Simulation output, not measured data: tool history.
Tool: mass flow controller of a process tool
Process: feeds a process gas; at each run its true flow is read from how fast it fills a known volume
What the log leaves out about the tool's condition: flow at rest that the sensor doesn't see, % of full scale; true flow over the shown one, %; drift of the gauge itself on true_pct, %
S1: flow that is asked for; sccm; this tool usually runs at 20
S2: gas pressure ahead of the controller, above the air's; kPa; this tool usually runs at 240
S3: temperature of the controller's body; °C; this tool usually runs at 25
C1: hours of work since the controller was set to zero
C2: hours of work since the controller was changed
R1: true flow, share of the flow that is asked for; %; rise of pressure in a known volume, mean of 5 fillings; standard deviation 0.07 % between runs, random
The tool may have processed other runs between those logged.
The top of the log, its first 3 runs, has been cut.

run	day	S1	S2	S3	C1	C2	R1
4	7.233	20	240	25	650	650	99.17
5	9.171	6	240	25	681	681	98.17
6	12.154	20	240	25	730	730	99.33
7	14.967	20	240	25	777	777	99.20
8	18.333	20	240	25	832	832	99.32
9	19.808	20	240	25	856	856	99.08
10	22.742	20	240	25	904	904	99.17
11	25.050	20	240	25	942	942	99.13
12	26.771	20	240	25	970	970	99.20
13	30.179	20	195	25	1026	1026	99.06
14	32.979	12	240	25	1072	1072	98.71
15	34.962	12	240	25	1105	1105	98.66
16	37.692	12	240	25	1150	1150	98.69
17	40.817	20	240	27	1201	1201	99.31
18	43.867	20	240	27	1251	1251	99.10
19	45.542	20	240	27	1279	1279	99.18
20	48.912	20	240	27	1334	1334	99.30
21	52.038	20	240	27	1386	1386	99.15
22	54.412	20	240	27	1425	1425	99.24
23	56.842	20	194	25	1464	1464	98.96
24	59.054	20	240	25	1501	1501	99.18

Run 25 is up next; what results do you expect?
25	60.475	20	173	37	1524	1524	?

Run 25 came out at R1 99.82 %.
With no hidden state in the tool, this same run would have given R1 100.09 %.
